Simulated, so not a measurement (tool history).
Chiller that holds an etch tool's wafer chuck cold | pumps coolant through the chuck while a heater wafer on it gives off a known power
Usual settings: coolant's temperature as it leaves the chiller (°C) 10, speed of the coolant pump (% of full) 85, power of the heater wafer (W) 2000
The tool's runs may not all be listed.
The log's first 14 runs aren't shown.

run     day  coolant's temperature as it leaves the chiller (°C)  speed of the coolant pump (% of full)  power of the heater wafer (W)  hours since the coolant was changed and the channels were flushed  hours since the pump was overhauled  hours since the chiller's thermometer was calibrated  chuck's temperature once it has settled (°C)  how much warmer the coolant comes back (C)
 15  29.575                                                   10                                     74                           1793                                                               2796                                 2444                                                  2472                                          25.2                                        8.95
     32.750  -- chiller's thermometer calibrated
 16  32.896                                                   10                                     81                           2000                                                               2875                                 2523                                                     3                                          25.7                                        9.09
 17  35.533                                                   10                                     85                           2000                                                               2938                                 2586                                                    67                                          24.8                                        8.66
 18  38.525                                                   10                                     85                           2000                                                               3010                                 2658                                                   139                                          25.0                                        8.62
 19  40.017                                                   10                                     85                           2000                                                               3046                                 2694                                                   174                                          24.9                                        8.68
 20  43.521                                                    4                                     85                           2334                                                               3130                                 2778                                                   258                                          21.3                                       10.14
 21  45.975                                                    4                                     85                           2334                                                               3189                                 2837                                                   317                                          21.4                                       10.17
 22  47.625                                                    9                                     61                           2772                                                               3229                                 2877                                                   357                                          37.0                                       17.09
 23  50.329                                                   15                                     65                           2000                                                               3294                                 2941                                                   422                                          34.1                                       11.45
 24  53.529                                                   18                                     85                           2211                                                               3370                                 3018                                                   499                                          34.6                                        9.59
 25  55.017                                                   18                                     85                           1190                                                               3406                                 3054                                                   534                                          26.7                                        5.20
 26  58.096                                                   10                                     83                           2000                                                               3480                                 3128                                                   608                                          25.1                                        8.87
 27  61.350                                                    6                                     96                           2119                                                               3558                                 3206                                                   686                                          20.1                                        8.08
 28  63.704                                                    6                                     96                           2119                                                               3615                                 3263                                                   743                                          20.2                                        8.05
 29  66.617                                                    6                                     96                           2119                                                               3684                                 3332                                                   813                                          20.2                                        8.14

Forecast run 30:
 30  68.396                                                   18                                     85                           2000                                                               3727                                 3375                                                   855                                             ?                                           ?

chuck's temperature once it has settled (°C): 32.9
how much warmer the coolant comes back (C): 8.68
Without the tool's hidden state the same run would have given chuck's temperature once it has settled (°C) 32.9, how much warmer the coolant comes back (C) 8.67.
